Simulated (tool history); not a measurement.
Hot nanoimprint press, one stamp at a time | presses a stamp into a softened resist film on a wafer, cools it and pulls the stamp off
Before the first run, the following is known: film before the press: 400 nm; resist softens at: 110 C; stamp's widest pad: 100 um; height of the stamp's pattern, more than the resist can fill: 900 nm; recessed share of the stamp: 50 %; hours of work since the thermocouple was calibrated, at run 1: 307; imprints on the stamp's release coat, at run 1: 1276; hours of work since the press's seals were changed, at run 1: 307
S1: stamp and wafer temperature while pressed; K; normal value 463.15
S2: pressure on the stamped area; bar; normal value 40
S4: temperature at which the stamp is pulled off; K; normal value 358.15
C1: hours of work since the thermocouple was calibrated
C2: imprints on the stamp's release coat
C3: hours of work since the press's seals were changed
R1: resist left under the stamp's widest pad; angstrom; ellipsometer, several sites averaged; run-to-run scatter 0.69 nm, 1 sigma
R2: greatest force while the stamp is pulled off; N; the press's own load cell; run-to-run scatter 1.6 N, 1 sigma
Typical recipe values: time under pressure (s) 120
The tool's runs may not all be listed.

run 1 hour=0 | S1=463.15 S2=40 time_under_pressure_(s)=120 S4=358.15 | C1=307 C2=1276 C3=307 | R1=2380 R2=135
-- hour=31.5 stamp cleaned and given a new release coat
run 2 hour=47.1 | S1=463.15 S2=40 time_under_pressure_(s)=120 S4=358.15 | C1=340 C2=42 C3=340 | R1=2389 R2=138
run 3 hour=135.1 | S1=463.15 S2=40 time_under_pressure_(s)=120 S4=358.15 | C1=410 C2=278 C3=410 | R1=2390 R2=138
run 4 hour=175 | S1=463.15 S2=40 time_under_pressure_(s)=120 S4=358.15 | C1=442 C2=386 C3=442 | R1=2380 R2=136
-- hour=232.3 plate thermocouple calibrated
run 5 hour=245.7 | S1=463.15 S2=40 time_under_pressure_(s)=120 S4=358.15 | C1=11 C2=567 C3=496 | R1=2397 R2=137
run 6 hour=302.5 | S1=463.15 S2=40 time_under_pressure_(s)=120 S4=358.15 | C1=56 C2=720 C3=542 | R1=2374 R2=134
run 7 hour=350.3 | S1=463.15 S2=40 time_under_pressure_(s)=120 S4=358.15 | C1=94 C2=849 C3=580 | R1=2392 R2=136
run 8 hour=389 | S1=463.15 S2=40 time_under_pressure_(s)=120 S4=358.15 | C1=125 C2=953 C3=611 | R1=2387 R2=134
run 9 hour=454.8 | S1=463.15 S2=40 time_under_pressure_(s)=120 S4=358.15 | C1=178 C2=1130 C3=663 | R1=2391 R2=132
run 10 hour=504.2 | S1=463.15 S2=40 time_under_pressure_(s)=166 S4=358.15 | C1=217 C2=1262 C3=703 | R1=2188 R2=134
-- hour=538.9 stamp cleaned and given a new release coat
run 11 hour=586.8 | S1=463.15 S2=40 time_under_pressure_(s)=166 S4=358.15 | C1=279 C2=129 C3=764 | R1=2181 R2=138
run 12 hour=678.1 | S1=463.15 S2=40 time_under_pressure_(s)=166 S4=358.15 | C1=352 C2=375 C3=837 | R1=2185 R2=137
run 13 hour=750.8 | S1=463.15 S2=40 time_under_pressure_(s)=222 S4=358.15 | C1=410 C2=570 C3=895 | R1=1994 R2=137
run 14 hour=800.5 | S1=463.15 S2=40 time_under_pressure_(s)=120 S4=358.15 | C1=450 C2=704 C3=935 | R1=2398 R2=135

Estimate the outcome of run 15 from the log above:
-- hour=851.9 plate thermocouple calibrated
run 15 hour=855.2 | S1=463.15 S2=40 time_under_pressure_(s)=120 S4=358.15 | C1=3 C2=843 C3=976 | R1=? R2=?

{"run 15": {"R1": 2415, "R2": 137}}
If the tool had no hidden condition, the same run with the same run-to-run variation would have returned R1 2394 angstrom, R2 137 N.
